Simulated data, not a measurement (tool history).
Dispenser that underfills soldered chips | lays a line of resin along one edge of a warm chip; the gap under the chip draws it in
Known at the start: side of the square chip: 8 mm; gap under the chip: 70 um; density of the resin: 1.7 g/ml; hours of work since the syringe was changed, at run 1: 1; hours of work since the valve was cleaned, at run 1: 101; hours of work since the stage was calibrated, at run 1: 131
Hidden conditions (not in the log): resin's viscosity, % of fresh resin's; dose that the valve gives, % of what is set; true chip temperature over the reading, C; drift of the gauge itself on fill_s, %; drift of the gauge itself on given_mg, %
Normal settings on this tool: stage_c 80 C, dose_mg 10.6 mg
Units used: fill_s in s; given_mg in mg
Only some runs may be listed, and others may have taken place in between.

run	day	stage_c	dose_mg	hours of work since the syringe was changed	hours of work since the valve was cleaned	hours of work since the stage was calibrated	fill_s	given_mg
1	0.000	80	10.6	1	101	131	50.7	10.00
2	0.238	80	10.6	5	104	135	66.1	9.94
# day 0.329: new syringe of resin
3	0.488	80	10.6	2	108	138	57.2	9.97
4	0.712	80	10.6	6	111	142	74.2	10.00
# day 0.746: new syringe of resin
5	0.942	80	10.6	3	115	145	59.1	9.84
# day 1.000: dispensing valve cleaned and set on the balance
6	1.162	80	10.6	6	2	148	71.4	10.53
# day 1.192: new syringe of resin
7	1.475	80	13.1	4	7	152	63.4	13.01
# day 1.600: new syringe of resin
8	1.725	80	13.1	2	11	156	52.5	12.95
9	1.875	80	10.6	4	13	158	63.5	10.58
# day 2.021: new syringe of resin
10	2.162	80	10.6	2	17	162	55.5	10.48
11	2.354	82	10.6	5	20	165	63.3	10.52
# day 2.433: new syringe of resin
12	2.592	82	10.6	2	23	169	52.0	10.50
13	2.788	82	10.6	5	26	172	65.7	10.46
# day 2.862: new syringe of resin
14	3.112	82	10.6	4	31	176	59.3	10.34
# day 3.271: new syringe of resin
15	3.312	94	10.6	1	34	179	32.7	10.39
16	3.512	94	10.6	4	37	182	41.6	10.35
# day 3.679: new syringe of resin
17	3.796	82	9.1	2	41	186	53.4	8.90
18	4.067	67	12.6	6	45	190	105.0	12.32
# day 4.096: new syringe of resin
19	4.258	76	13.2	2	48	193	61.7	12.84
# day 4.521: new syringe of resin
20	4.579	76	13.2	1	53	198	54.1	12.73
21	4.779	76	13.2	4	56	201	67.5	12.73
# day 4.929: new syringe of resin
22	5.038	76	13.2	2	59	205	57.2	12.74
23	5.283	75	9.1	5	63	208	88.3	8.73

Run 24 is up next; what results do you expect?
# day 5.346: new syringe of resin
24	5.500	92	12.7	2	66	212	?	?

Run 24 gave fill_s 38.2 s, given_mg 12.29 mg.
Minus the tool's unlogged condition, the same run would have read fill_s 30.4 s, given_mg 12.81 mg.
